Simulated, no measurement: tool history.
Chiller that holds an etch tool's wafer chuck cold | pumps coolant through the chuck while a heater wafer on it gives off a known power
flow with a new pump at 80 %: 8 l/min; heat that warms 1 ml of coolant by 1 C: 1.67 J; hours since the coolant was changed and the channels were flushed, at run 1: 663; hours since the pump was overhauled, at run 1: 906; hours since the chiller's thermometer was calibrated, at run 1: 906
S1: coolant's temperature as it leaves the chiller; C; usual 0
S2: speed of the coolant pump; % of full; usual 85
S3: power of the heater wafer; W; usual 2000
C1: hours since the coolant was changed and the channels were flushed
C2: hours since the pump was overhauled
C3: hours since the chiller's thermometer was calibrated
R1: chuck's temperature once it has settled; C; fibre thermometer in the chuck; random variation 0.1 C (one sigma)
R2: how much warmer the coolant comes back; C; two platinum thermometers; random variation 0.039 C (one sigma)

{"run": 1, "day": 0.0, "S1": 0, "S2": 85, "S3": 2000, "C1": 663, "C2": 906, "C3": 906, "R1": 16.7, "R2": 8.64}
{"run": 2, "day": 5.208, "S1": 0, "S2": 85, "S3": 2000, "C1": 788, "C2": 1031, "C3": 1031, "R1": 16.9, "R2": 8.67}
{"run": 3, "day": 12.879, "S1": 0, "S2": 85, "S3": 2000, "C1": 972, "C2": 1215, "C3": 1215, "R1": 16.9, "R2": 8.69}
{"run": 4, "day": 19.546, "S1": 0, "S2": 85, "S3": 2000, "C1": 1132, "C2": 1375, "C3": 1375, "R1": 17.0, "R2": 8.7}
{"run": 5, "day": 24.233, "S1": 0, "S2": 85, "S3": 2000, "C1": 1244, "C2": 1488, "C3": 1488, "R1": 16.9, "R2": 8.7}
{"run": 6, "day": 31.917, "S1": 0, "S2": 85, "S3": 2000, "C1": 1429, "C2": 1672, "C3": 1672, "R1": 16.9, "R2": 8.73}
{"run": 7, "day": 36.233, "S1": 0, "S2": 85, "S3": 2000, "C1": 1532, "C2": 1776, "C3": 1776, "R1": 17.0, "R2": 8.7}
{"run": 8, "day": 43.862, "S1": 0, "S2": 85, "S3": 2000, "C1": 1715, "C2": 1959, "C3": 1959, "R1": 17.3, "R2": 8.77}
{"run": 9, "day": 50.583, "S1": 0, "S2": 88, "S3": 2000, "C1": 1877, "C2": 2120, "C3": 2120, "R1": 16.8, "R2": 8.48}
{"run": 10, "day": 55.225, "S1": 0, "S2": 88, "S3": 1763, "C1": 1988, "C2": 2231, "C3": 2231, "R1": 14.7, "R2": 7.52}
{"run": 11, "day": 63.55, "S1": 0, "S2": 88, "S3": 1763, "C1": 2188, "C2": 2431, "C3": 2431, "R1": 15.0, "R2": 7.55}
{"run": 12, "day": 70.596, "S1": 0, "S2": 88, "S3": 1763, "C1": 2357, "C2": 2600, "C3": 2600, "R1": 15.3, "R2": 7.56}
{"run": 13, "day": 74.658, "S1": 0, "S2": 85, "S3": 2000, "C1": 2454, "C2": 2698, "C3": 2698, "R1": 17.6, "R2": 8.96}
{"run": 14, "day": 80.642, "S1": 0, "S2": 85, "S3": 2000, "C1": 2598, "C2": 2841, "C3": 2841, "R1": 17.9, "R2": 8.92}
{"run": 15, "day": 84.575, "S1": 0, "S2": 85, "S3": 2000, "C1": 2692, "C2": 2936, "C3": 2936, "R1": 17.9, "R2": 8.96}
{"run": 16, "day": 88.767, "S1": 10, "S2": 85, "S3": 2000, "C1": 2793, "C2": 3036, "C3": 3036, "R1": 28.0, "R2": 9.0}
{"day": 90.938, "done": "chiller's thermometer calibrated"}
{"run": 17, "day": 93.838, "S1": 10, "S2": 78, "S3": 2317, "C1": 2914, "C2": 3157, "C3": 70, "R1": 32.5, "R2": 11.31}
{"run": 18, "day": 103.192, "S1": -9, "S2": 73, "S3": 2246, "C1": 3138, "C2": 3382, "C3": 294, "R1": 14.6, "R2": 11.8}
{"run": 19, "day": 109.542, "S1": -4, "S2": 98, "S3": 2000, "C1": 3291, "C2": 3534, "C3": 446, "R1": 12.1, "R2": 7.79}
{"run": 20, "day": 115.942, "S1": 2, "S2": 79, "S3": 1265, "C1": 3444, "C2": 3688, "C3": 600, "R1": 14.4, "R2": 6.19}
{"run": 21, "day": 121.188, "S1": 3, "S2": 66, "S3": 1328, "C1": 3570, "C2": 3814, "C3": 726, "R1": 18.6, "R2": 7.92}
{"run": 22, "day": 127.717, "S1": 3, "S2": 66, "S3": 1328, "C1": 3727, "C2": 3970, "C3": 883, "R1": 18.5, "R2": 7.85}
{"run": 23, "day": 134.092, "S1": 3, "S2": 66, "S3": 1328, "C1": 3880, "C2": 4123, "C3": 1036, "R1": 18.9, "R2": 7.85}
{"run": 24, "day": 141.229, "S1": -10, "S2": 67, "S3": 1736, "C1": 4051, "C2": 4295, "C3": 1207, "R1": 10.4, "R2": 10.21}
{"run": 25, "day": 148.471, "S1": -10, "S2": 63, "S3": 1736, "C1": 4225, "C2": 4468, "C3": 1381, "R1": 11.8, "R2": 10.93}
{"run": 26, "day": 154.271, "S1": -10, "S2": 79, "S3": 1540, "C1": 4364, "C2": 4607, "C3": 1520, "R1": 5.7, "R2": 7.64}
{"run": 27, "day": 159.754, "S1": -10, "S2": 79, "S3": 1540, "C1": 4496, "C2": 4739, "C3": 1652, "R1": 5.8, "R2": 7.63}
{"run": 28, "day": 165.846, "S1": -10, "S2": 79, "S3": 1540, "C1": 4642, "C2": 4885, "C3": 1798, "R1": 5.9, "R2": 7.65}
{"run": 29, "day": 171.796, "S1": -10, "S2": 79, "S3": 1540, "C1": 4785, "C2": 5028, "C3": 1941, "R1": 5.8, "R2": 7.77}
{"run": 30, "day": 178.4, "S1": 0, "S2": 83, "S3": 2304, "C1": 4943, "C2": 5187, "C3": 2099, "R1": 22.9, "R2": 10.94}
{"run": 31, "day": 183.833, "S1": 0, "S2": 83, "S3": 2304, "C1": 5074, "C2": 5317, "C3": 2230, "R1": 22.9, "R2": 10.97}

How the hidden state differs across the entries between the runs, from the last listed run before each to the first after it:
Between runs 16 and 17: chiller's thermometer calibrated (day 90.938)
  heat passed by the chuck's channels, % of clean ones': 91.1 -> 90.6; flow at a given pump speed, % of a new pump's: 94.2 -> 94; coolant's true temperature over the reading, C: -0.11 -> -0.04
  measured less the result without the state, R1: +1.9 -> +2.6 C; R2: +0.52 -> +0.68 C
